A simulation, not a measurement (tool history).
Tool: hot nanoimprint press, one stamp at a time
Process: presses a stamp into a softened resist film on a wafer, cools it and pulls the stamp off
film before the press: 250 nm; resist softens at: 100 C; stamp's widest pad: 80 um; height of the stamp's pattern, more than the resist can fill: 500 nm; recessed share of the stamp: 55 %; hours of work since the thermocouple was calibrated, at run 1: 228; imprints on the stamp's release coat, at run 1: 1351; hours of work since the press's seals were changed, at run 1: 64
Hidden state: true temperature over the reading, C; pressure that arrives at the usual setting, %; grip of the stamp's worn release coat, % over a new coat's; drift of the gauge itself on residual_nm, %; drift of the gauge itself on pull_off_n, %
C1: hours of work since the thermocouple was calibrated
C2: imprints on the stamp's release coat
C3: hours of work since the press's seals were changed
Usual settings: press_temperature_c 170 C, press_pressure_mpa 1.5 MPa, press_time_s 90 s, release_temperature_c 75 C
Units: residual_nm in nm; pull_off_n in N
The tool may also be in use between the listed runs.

run 1 hour=0 | press_temperature_c=170 press_pressure_mpa=1.5 press_time_s=90 release_temperature_c=75 | C1=228 C2=1351 C3=64 | residual_nm=148.3 pull_off_n=227
run 2 hour=85.3 | press_temperature_c=170 press_pressure_mpa=1.5 press_time_s=90 release_temperature_c=75 | C1=295 C2=1640 C3=130 | residual_nm=148.2 pull_off_n=225
-- hour=139.8 plate thermocouple calibrated
run 3 hour=149.5 | press_temperature_c=170 press_pressure_mpa=1.5 press_time_s=90 release_temperature_c=75 | C1=8 C2=1847 C3=178 | residual_nm=150.1 pull_off_n=243
-- hour=193.3 stamp cleaned and given a new release coat
run 4 hour=202.6 | press_temperature_c=170 press_pressure_mpa=1.5 press_time_s=90 release_temperature_c=75 | C1=45 C2=32 C3=215 | residual_nm=149.9 pull_off_n=180
run 5 hour=247.3 | press_temperature_c=170 press_pressure_mpa=1.5 press_time_s=90 release_temperature_c=75 | C1=79 C2=183 C3=250 | residual_nm=149.9 pull_off_n=185
run 6 hour=333.6 | press_temperature_c=177 press_pressure_mpa=1.5 press_time_s=90 release_temperature_c=75 | C1=147 C2=476 C3=318 | residual_nm=129.9 pull_off_n=188
run 7 hour=383.3 | press_temperature_c=177 press_pressure_mpa=1.5 press_time_s=124 release_temperature_c=82 | C1=186 C2=644 C3=357 | residual_nm=117.6 pull_off_n=159
run 8 hour=450 | press_temperature_c=177 press_pressure_mpa=1.09 press_time_s=135 release_temperature_c=82 | C1=238 C2=870 C3=409 | residual_nm=135.8 pull_off_n=176
run 9 hour=516.6 | press_temperature_c=177 press_pressure_mpa=1.09 press_time_s=135 release_temperature_c=82 | C1=290 C2=1095 C3=461 | residual_nm=135.7 pull_off_n=182
-- hour=583.3 plate thermocouple calibrated
run 10 hour=601.4 | press_temperature_c=177 press_pressure_mpa=1.09 press_time_s=135 release_temperature_c=82 | C1=14 C2=1373 C3=525 | residual_nm=137.2 pull_off_n=196
run 11 hour=692 | press_temperature_c=177 press_pressure_mpa=1.09 press_time_s=135 release_temperature_c=82 | C1=85 C2=1680 C3=596 | residual_nm=136.8 pull_off_n=196

Forecast each of these 3 alternatives for the next run:
-- hour=726.8 press's hydraulic seals changed and the load cell set to zero
run A hour=740.8 | press_temperature_c=170 press_pressure_mpa=1.23 press_time_s=59 release_temperature_c=80 | C1=117 C2=1818 C3=11 | residual_nm=? pull_off_n=?
-- hour=726.8 press's hydraulic seals changed and the load cell set to zero
run B hour=740.8 | press_temperature_c=177 press_pressure_mpa=1.99 press_time_s=47 release_temperature_c=82 | C1=117 C2=1818 C3=11 | residual_nm=? pull_off_n=?
-- hour=726.8 press's hydraulic seals changed and the load cell set to zero
run C hour=740.8 | press_temperature_c=165 press_pressure_mpa=1.24 press_time_s=92 release_temperature_c=75 | C1=117 C2=1818 C3=11 | residual_nm=? pull_off_n=?

run=A residual_nm=180 pull_off_n=211
run=B residual_nm=134.2 pull_off_n=202
run=C residual_nm=177.4 pull_off_n=237
Without the tool's hidden state the same runs would have given:
run=A residual_nm=181.3 pull_off_n=158
run=B residual_nm=135.5 pull_off_n=151
run=C residual_nm=178.8 pull_off_n=177

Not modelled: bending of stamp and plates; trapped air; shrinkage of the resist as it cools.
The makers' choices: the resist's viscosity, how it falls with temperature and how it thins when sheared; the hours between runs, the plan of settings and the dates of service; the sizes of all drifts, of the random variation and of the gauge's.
